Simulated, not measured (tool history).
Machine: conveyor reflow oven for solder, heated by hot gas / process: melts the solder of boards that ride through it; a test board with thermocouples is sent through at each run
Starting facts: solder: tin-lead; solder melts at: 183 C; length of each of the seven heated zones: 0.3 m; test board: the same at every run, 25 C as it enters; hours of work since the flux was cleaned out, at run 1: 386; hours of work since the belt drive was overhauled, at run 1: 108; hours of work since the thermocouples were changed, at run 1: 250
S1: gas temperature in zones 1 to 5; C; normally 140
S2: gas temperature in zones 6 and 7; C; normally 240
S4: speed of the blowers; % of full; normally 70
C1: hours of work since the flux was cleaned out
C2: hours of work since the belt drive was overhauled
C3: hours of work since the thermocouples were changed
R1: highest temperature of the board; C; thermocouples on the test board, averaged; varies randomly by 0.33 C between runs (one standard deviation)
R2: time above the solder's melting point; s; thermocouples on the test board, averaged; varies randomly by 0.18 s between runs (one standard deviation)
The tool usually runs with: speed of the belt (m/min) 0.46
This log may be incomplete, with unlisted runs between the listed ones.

{"run": 1, "hour": 0.0, "S1": 140, "S2": 240, "speed of the belt (m/min)": 0.46, "S4": 70, "C1": 386, "C2": 108, "C3": 250, "R1": 226.5, "R2": 67.2}
{"run": 2, "hour": 9.9, "S1": 140, "S2": 240, "speed of the belt (m/min)": 0.46, "S4": 70, "C1": 391, "C2": 114, "C3": 255, "R1": 226.9, "R2": 67.1}
{"run": 3, "hour": 17.2, "S1": 140, "S2": 240, "speed of the belt (m/min)": 0.46, "S4": 70, "C1": 395, "C2": 118, "C3": 260, "R1": 226.7, "R2": 67}
{"run": 4, "hour": 28.9, "S1": 140, "S2": 241, "speed of the belt (m/min)": 0.46, "S4": 70, "C1": 402, "C2": 125, "C3": 266, "R1": 227.4, "R2": 67.4}
{"run": 5, "hour": 41.3, "S1": 140, "S2": 240, "speed of the belt (m/min)": 0.46, "S4": 70, "C1": 409, "C2": 132, "C3": 273, "R1": 226.5, "R2": 66.9}
{"run": 6, "hour": 50.1, "S1": 140, "S2": 240, "speed of the belt (m/min)": 0.46, "S4": 55, "C1": 414, "C2": 137, "C3": 278, "R1": 223.6, "R2": 64.4}
{"run": 7, "hour": 59.5, "S1": 140, "S2": 240, "speed of the belt (m/min)": 0.46, "S4": 70, "C1": 420, "C2": 142, "C3": 284, "R1": 226.5, "R2": 66.7}
{"run": 8, "hour": 67.4, "S1": 140, "S2": 229, "speed of the belt (m/min)": 0.46, "S4": 70, "C1": 424, "C2": 147, "C3": 288, "R1": 215.8, "R2": 60.1}
{"run": 9, "hour": 74.5, "S1": 140, "S2": 229, "speed of the belt (m/min)": 0.46, "S4": 70, "C1": 428, "C2": 151, "C3": 292, "R1": 216.1, "R2": 60}
{"run": 10, "hour": 84.1, "S1": 140, "S2": 229, "speed of the belt (m/min)": 0.46, "S4": 70, "C1": 434, "C2": 156, "C3": 298, "R1": 217.1, "R2": 60}
{"hour": 97.7, "done": "flux residue cleaned out of gas plates and filters"}
{"run": 11, "hour": 103.0, "S1": 140, "S2": 229, "speed of the belt (m/min)": 0.46, "S4": 70, "C1": 3, "C2": 164, "C3": 306, "R1": 218.5, "R2": 62.4}
{"run": 12, "hour": 116.3, "S1": 140, "S2": 229, "speed of the belt (m/min)": 0.46, "S4": 70, "C1": 11, "C2": 172, "C3": 313, "R1": 218.4, "R2": 62.7}
{"run": 13, "hour": 122.9, "S1": 140, "S2": 240, "speed of the belt (m/min)": 0.433, "S4": 76, "C1": 14, "C2": 176, "C3": 317, "R1": 231, "R2": 74}
{"run": 14, "hour": 135.1, "S1": 140, "S2": 240, "speed of the belt (m/min)": 0.433, "S4": 76, "C1": 21, "C2": 183, "C3": 324, "R1": 231.1, "R2": 74.6}
{"run": 15, "hour": 141.2, "S1": 140, "S2": 240, "speed of the belt (m/min)": 0.433, "S4": 76, "C1": 25, "C2": 186, "C3": 328, "R1": 231, "R2": 74.1}
{"run": 16, "hour": 153.3, "S1": 140, "S2": 240, "speed of the belt (m/min)": 0.433, "S4": 76, "C1": 32, "C2": 193, "C3": 335, "R1": 231.2, "R2": 74.2}
{"run": 17, "hour": 165.1, "S1": 140, "S2": 240, "speed of the belt (m/min)": 0.433, "S4": 76, "C1": 39, "C2": 200, "C3": 341, "R1": 231.4, "R2": 73.8}
{"run": 18, "hour": 177.1, "S1": 129, "S2": 237, "speed of the belt (m/min)": 0.413, "S4": 69, "C1": 45, "C2": 207, "C3": 348, "R1": 227.3, "R2": 71.8}
{"run": 19, "hour": 183.5, "S1": 143, "S2": 237, "speed of the belt (m/min)": 0.404, "S4": 69, "C1": 49, "C2": 210, "C3": 352, "R1": 228.5, "R2": 79.2}
{"run": 20, "hour": 197.3, "S1": 143, "S2": 237, "speed of the belt (m/min)": 0.404, "S4": 69, "C1": 57, "C2": 218, "C3": 360, "R1": 229, "R2": 79.4}
{"run": 21, "hour": 211.5, "S1": 143, "S2": 237, "speed of the belt (m/min)": 0.404, "S4": 69, "C1": 65, "C2": 226, "C3": 368, "R1": 228.2, "R2": 79.4}
{"run": 22, "hour": 220.2, "S1": 143, "S2": 237, "speed of the belt (m/min)": 0.404, "S4": 69, "C1": 70, "C2": 231, "C3": 373, "R1": 228.7, "R2": 79.2}

Run by run, hidden condition taken away, random variation retained:
Hidden state present: heat that the gas passes to the board, % of a clean oven's; belt's true speed, % of the reading; true gas temperature in zones 6 and 7 over the reading, C; drift of the gauge itself on peak_c, C; drift of the gauge itself on liquid_s, %.
run=1 R1=229.5 R2=68.9
run=2 R1=230 R2=68.8
run=3 R1=229.7 R2=68.7
run=4 R1=230.6 R2=69.1
run=5 R1=229.7 R2=68.7
run=6 R1=226.6 R2=66.3
run=7 R1=229.8 R2=68.6
run=8 R1=218.9 R2=62.8
run=9 R1=219.3 R2=62.8
run=10 R1=220.4 R2=62.8
run=11 R1=219.3 R2=62.7
run=12 R1=219.2 R2=63
run=13 R1=231.9 R2=74.1
run=14 R1=232 R2=74.8
run=15 R1=232 R2=74.3
run=16 R1=232.3 R2=74.4
run=17 R1=232.5 R2=74.1
run=18 R1=228.4 R2=72.3
run=19 R1=229.6 R2=79.5
run=20 R1=230.1 R2=79.7
run=21 R1=229.4 R2=79.8
run=22 R1=229.9 R2=79.6
